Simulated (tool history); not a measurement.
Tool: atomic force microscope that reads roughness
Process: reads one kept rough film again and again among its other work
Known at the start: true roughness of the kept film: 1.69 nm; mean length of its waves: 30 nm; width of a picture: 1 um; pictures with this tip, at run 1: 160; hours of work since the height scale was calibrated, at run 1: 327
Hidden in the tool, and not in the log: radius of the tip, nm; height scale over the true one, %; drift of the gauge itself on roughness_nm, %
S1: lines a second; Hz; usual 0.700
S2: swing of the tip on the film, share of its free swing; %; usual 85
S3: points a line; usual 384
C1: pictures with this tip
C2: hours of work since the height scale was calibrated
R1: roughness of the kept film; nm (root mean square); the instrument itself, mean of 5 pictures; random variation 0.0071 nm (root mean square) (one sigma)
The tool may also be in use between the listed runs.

{"run": 1, "hour": 0.0, "S1": 0.7, "S2": 85, "S3": 384, "C1": 160, "C2": 327, "R1": 1.354}
{"run": 2, "hour": 17.6, "S1": 0.7, "S2": 85, "S3": 384, "C1": 179, "C2": 339, "R1": 1.314}
{"run": 3, "hour": 29.0, "S1": 0.7, "S2": 74, "S3": 384, "C1": 191, "C2": 346, "R1": 1.371}
{"hour": 36.4, "done": "new tip fitted"}
{"run": 4, "hour": 49.2, "S1": 0.7, "S2": 85, "S3": 384, "C1": 13, "C2": 359, "R1": 1.451}
{"run": 5, "hour": 65.6, "S1": 0.7, "S2": 85, "S3": 384, "C1": 31, "C2": 369, "R1": 1.441}
{"run": 6, "hour": 78.8, "S1": 0.7, "S2": 85, "S3": 438, "C1": 45, "C2": 378, "R1": 1.434}
{"run": 7, "hour": 96.7, "S1": 0.7, "S2": 81, "S3": 384, "C1": 63, "C2": 390, "R1": 1.443}
{"run": 8, "hour": 106.5, "S1": 0.7, "S2": 81, "S3": 384, "C1": 74, "C2": 396, "R1": 1.409}
{"run": 9, "hour": 121.4, "S1": 0.7, "S2": 81, "S3": 384, "C1": 89, "C2": 405, "R1": 1.41}
{"run": 10, "hour": 130.5, "S1": 0.7, "S2": 81, "S3": 384, "C1": 99, "C2": 411, "R1": 1.394}
{"run": 11, "hour": 138.9, "S1": 0.7, "S2": 85, "S3": 635, "C1": 108, "C2": 417, "R1": 1.382}
{"run": 12, "hour": 148.7, "S1": 0.7, "S2": 85, "S3": 635, "C1": 118, "C2": 423, "R1": 1.373}
{"run": 13, "hour": 165.6, "S1": 0.7, "S2": 85, "S3": 384, "C1": 136, "C2": 434, "R1": 1.351}
{"run": 14, "hour": 174.5, "S1": 0.7, "S2": 85, "S3": 384, "C1": 145, "C2": 440, "R1": 1.353}
{"run": 15, "hour": 193.4, "S1": 0.7, "S2": 85, "S3": 384, "C1": 165, "C2": 452, "R1": 1.324}
{"run": 16, "hour": 206.4, "S1": 0.7, "S2": 85, "S3": 384, "C1": 179, "C2": 460, "R1": 1.323}
{"run": 17, "hour": 217.8, "S1": 0.7, "S2": 85, "S3": 384, "C1": 191, "C2": 468, "R1": 1.314}
{"hour": 225.0, "done": "new tip fitted"}
{"run": 18, "hour": 231.2, "S1": 0.7, "S2": 85, "S3": 384, "C1": 6, "C2": 476, "R1": 1.462}
{"run": 19, "hour": 246.9, "S1": 0.7, "S2": 85, "S3": 384, "C1": 23, "C2": 486, "R1": 1.447}
{"run": 20, "hour": 262.3, "S1": 0.7, "S2": 64, "S3": 384, "C1": 39, "C2": 496, "R1": 1.509}
{"run": 21, "hour": 277.4, "S1": 0.7, "S2": 85, "S3": 384, "C1": 55, "C2": 506, "R1": 1.42}
{"run": 22, "hour": 292.0, "S1": 0.7, "S2": 85, "S3": 384, "C1": 70, "C2": 515, "R1": 1.411}
{"run": 23, "hour": 309.3, "S1": 0.7, "S2": 85, "S3": 384, "C1": 88, "C2": 526, "R1": 1.402}
{"run": 24, "hour": 321.6, "S1": 0.7, "S2": 85, "S3": 384, "C1": 101, "C2": 534, "R1": 1.393}
{"run": 25, "hour": 334.8, "S1": 0.7, "S2": 85, "S3": 384, "C1": 115, "C2": 543, "R1": 1.377}
{"run": 26, "hour": 343.1, "S1": 0.7, "S2": 85, "S3": 384, "C1": 124, "C2": 548, "R1": 1.378}
{"run": 27, "hour": 358.6, "S1": 0.711, "S2": 75, "S3": 302, "C1": 140, "C2": 558, "R1": 1.386}
{"run": 28, "hour": 376.0, "S1": 0.849, "S2": 86, "S3": 822, "C1": 158, "C2": 570, "R1": 1.321}
{"run": 29, "hour": 395.2, "S1": 0.849, "S2": 86, "S3": 822, "C1": 178, "C2": 582, "R1": 1.325}
{"run": 30, "hour": 411.4, "S1": 2.461, "S2": 56, "S3": 557, "C1": 195, "C2": 592, "R1": 1.371}
{"hour": 415.6, "done": "new tip fitted"}
{"run": 31, "hour": 427.3, "S1": 2.461, "S2": 56, "S3": 557, "C1": 13, "C2": 602, "R1": 1.495}
{"run": 32, "hour": 442.5, "S1": 2.461, "S2": 56, "S3": 557, "C1": 29, "C2": 612, "R1": 1.496}
{"run": 33, "hour": 456.6, "S1": 2.461, "S2": 86, "S3": 370, "C1": 43, "C2": 621, "R1": 1.23}
{"run": 34, "hour": 469.8, "S1": 2.54, "S2": 59, "S3": 417, "C1": 57, "C2": 630, "R1": 1.443}
{"run": 35, "hour": 489.4, "S1": 1.909, "S2": 84, "S3": 865, "C1": 78, "C2": 642, "R1": 1.289}
{"run": 36, "hour": 505.5, "S1": 1.909, "S2": 84, "S3": 436, "C1": 95, "C2": 653, "R1": 1.276}
{"run": 37, "hour": 515.5, "S1": 1.909, "S2": 84, "S3": 436, "C1": 105, "C2": 659, "R1": 1.276}
{"run": 38, "hour": 526.1, "S1": 2.798, "S2": 73, "S3": 525, "C1": 116, "C2": 666, "R1": 1.289}
{"run": 39, "hour": 538.1, "S1": 2.798, "S2": 73, "S3": 525, "C1": 129, "C2": 674, "R1": 1.285}
{"run": 40, "hour": 549.1, "S1": 2.798, "S2": 73, "S3": 525, "C1": 141, "C2": 681, "R1": 1.274}
{"run": 41, "hour": 568.1, "S1": 2.798, "S2": 73, "S3": 525, "C1": 161, "C2": 693, "R1": 1.264}
{"run": 42, "hour": 587.1, "S1": 3.628, "S2": 58, "S3": 379, "C1": 181, "C2": 705, "R1": 1.312}
{"hour": 603.8, "done": "new tip fitted"}
{"run": 43, "hour": 604.0, "S1": 3.936, "S2": 76, "S3": 609, "C1": 0, "C2": 716, "R1": 1.285}
{"run": 44, "hour": 622.6, "S1": 1.207, "S2": 73, "S3": 747, "C1": 19, "C2": 728, "R1": 1.468}
{"run": 45, "hour": 636.8, "S1": 0.81, "S2": 78, "S3": 747, "C1": 34, "C2": 737, "R1": 1.477}
{"run": 46, "hour": 653.0, "S1": 0.976, "S2": 79, "S3": 943, "C1": 51, "C2": 748, "R1": 1.444}
{"run": 47, "hour": 662.5, "S1": 0.7, "S2": 65, "S3": 384, "C1": 61, "C2": 754, "R1": 1.494}
{"run": 48, "hour": 679.7, "S1": 1.447, "S2": 67, "S3": 384, "C1": 79, "C2": 765, "R1": 1.424}
{"run": 49, "hour": 695.8, "S1": 1.447, "S2": 67, "S3": 384, "C1": 96, "C2": 775, "R1": 1.421}
{"run": 50, "hour": 712.7, "S1": 1.447, "S2": 67, "S3": 384, "C1": 114, "C2": 786, "R1": 1.397}
{"run": 51, "hour": 728.1, "S1": 1.447, "S2": 61, "S3": 384, "C1": 130, "C2": 796, "R1": 1.41}
{"run": 52, "hour": 740.2, "S1": 1.447, "S2": 61, "S3": 384, "C1": 143, "C2": 804, "R1": 1.404}

Forecast each of these 3 alternatives for the next run:
{"run": "A", "hour": 751.8, "S1": 3.503, "S2": 78, "S3": 335, "C1": 155, "C2": 811, "R1": "?"}
{"run": "B", "hour": 751.8, "S1": 1.018, "S2": 85, "S3": 649, "C1": 155, "C2": 811, "R1": "?"}
{"run": "C", "hour": 751.8, "S1": 1.589, "S2": 66, "S3": 317, "C1": 155, "C2": 811, "R1": "?"}

run=A R1=1.180
run=B R1=1.328
run=C R1=1.361
Without the tool's hidden state the same runs would have given:
run=A R1=1.277
run=B R1=1.437
run=C R1=1.474
